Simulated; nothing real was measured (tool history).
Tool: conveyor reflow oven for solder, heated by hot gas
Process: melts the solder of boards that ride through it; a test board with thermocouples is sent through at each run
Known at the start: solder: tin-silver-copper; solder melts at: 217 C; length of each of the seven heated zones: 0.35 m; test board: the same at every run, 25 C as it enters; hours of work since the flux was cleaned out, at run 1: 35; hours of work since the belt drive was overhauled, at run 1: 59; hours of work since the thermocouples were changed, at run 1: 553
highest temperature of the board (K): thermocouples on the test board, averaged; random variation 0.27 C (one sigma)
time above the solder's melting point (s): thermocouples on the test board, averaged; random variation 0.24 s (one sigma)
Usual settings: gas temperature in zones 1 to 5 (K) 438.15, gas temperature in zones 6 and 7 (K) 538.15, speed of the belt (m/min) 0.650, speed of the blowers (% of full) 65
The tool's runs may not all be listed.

run     day  gas temperature in zones 1 to 5 (K)  gas temperature in zones 6 and 7 (K)  speed of the belt (m/min)  speed of the blowers (% of full)  hours of work since the flux was cleaned out  hours of work since the belt drive was overhauled  hours of work since the thermocouples were changed  highest temperature of the board (K)  time above the solder's melting point (s)
  1   0.000                               438.15                                538.15                      0.650                                65                                            35                                                 59                                                 553                                518.35                                       40.1
  2   0.650                               438.15                                538.15                      0.650                                65                                            47                                                 71                                                 564                                518.15                                       39.9
  3   1.525                               438.15                                538.15                      0.540                                65                                            63                                                 87                                                 580                                523.75                                       55.5
  4   2.804                               438.15                                538.15                      0.540                                65                                            85                                                109                                                 602                                524.05                                       55.0
  5   3.621                               438.15                                538.15                      0.540                                65                                           100                                                124                                                 617                                523.55                                       55.0
  6   4.446                               444.15                                538.15                      0.650                                65                                           115                                                139                                                 632                                519.55                                       42.3
  7   5.742                               446.15                                538.15                      0.650                                65                                           138                                                162                                                 655                                519.85                                       43.4
  8   7.321                               446.15                                538.15                      0.650                                65                                           166                                                190                                                 683                                519.55                                       43.8
  9   8.479                               446.15                                538.15                      0.650                                65                                           186                                                210                                                 703                                519.75                                       43.6
 10   9.562                               438.15                                538.15                      0.725                                65                                           206                                                230                                                 723                                513.95                                       32.2
 11  10.688                               428.15                                538.15                      0.650                                65                                           226                                                250                                                 743                                516.05                                       36.1
 12  11.962                               435.15                                538.15                      0.650                                65                                           248                                                272                                                 765                                517.65                                       38.9
     12.392  -- thermocouples of zones 6 and 7 changed
 13  12.762                               438.15                                536.15                      0.650                                65                                           261                                                285                                                   7                                516.75                                       38.7
 14  13.642                               438.15                                536.15                      0.650                                89                                           277                                                301                                                  22                                523.75                                       45.6
     14.325  -- flux residue cleaned out of gas plates and filters
 15  15.117                               438.15                                536.15                      0.650                                89                                            14                                                323                                                  45                                523.95                                       45.9
 16  16.417                               438.15                                536.15                      0.650                                89                                            37                                                346                                                  68                                523.75                                       46.2

The next listed run, before its measurement:
 17  17.321                               444.15                                542.15                      0.599                                77                                            53                                                362                                                  84                                     ?                                          ?

{"run 17": {"highest temperature of the board (K)": 529.55, "time above the solder's melting point (s)": 54.6}}
Without the tool's hidden state the same run would have given highest temperature of the board (K) 529.55, time above the solder's melting point (s) 54.6.
